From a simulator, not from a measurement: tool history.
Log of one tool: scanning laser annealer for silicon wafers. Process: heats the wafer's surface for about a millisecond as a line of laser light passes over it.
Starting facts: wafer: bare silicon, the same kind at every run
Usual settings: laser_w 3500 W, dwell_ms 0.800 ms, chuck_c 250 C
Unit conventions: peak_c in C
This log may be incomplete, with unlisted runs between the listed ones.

run   hour  laser_w  dwell_ms  chuck_c  peak_c
  1    0.0     3500     0.800      250    1001
  2    5.0     3500     0.800      250    1002
  3   13.6     3500     0.800      290    1042
  4   18.0     3500     0.800      290    1043
  5   24.0     3500     0.800      290    1041
  6   28.2     3500     0.800      250    1000
  7   35.3     3500     0.800      250     999
  8   39.8     3500     0.800      250    1000
  9   48.5     3500     0.800      250    1001
 10   56.0     3500     0.800      237     990
 11   62.7     3500     0.800      237     990
 12   68.3     3500     0.800      235     987
 13   73.4     3500     0.800      235     984
 14   81.1     3500     0.800      276    1026
 15   87.4     3147     0.800      250     925
 16   93.5     3147     0.800      250     924
 17   99.9     3500     0.660      250     932
 18  104.2     3500     0.800      250     999
 19  112.5     3500     0.800      250    1002
 20  121.6     3500     0.800      250    1000
 21  130.4     3751     0.603      262     961
 22  136.4     3751     0.603      262     957
     140.0  -- laser's power meter calibrated
 23  147.6     3751     0.603      262     958
 24  154.3     3500     0.944      250    1064
 25  162.3     3500     0.944      250    1063
     169.2  -- laser's power meter calibrated, once more
 26  170.8     3500     0.944      250    1062
 27  176.5     3040     0.800      267     917
 28  184.7     3709     0.800      211    1005

What does the tool deliver on the next run?
 29  189.6     3746     0.966      253       ?

{"run 29": {"peak_c": 1136}}
If the tool had no hidden condition, the same run with the same run-to-run variation would have returned peak_c 1156 C.
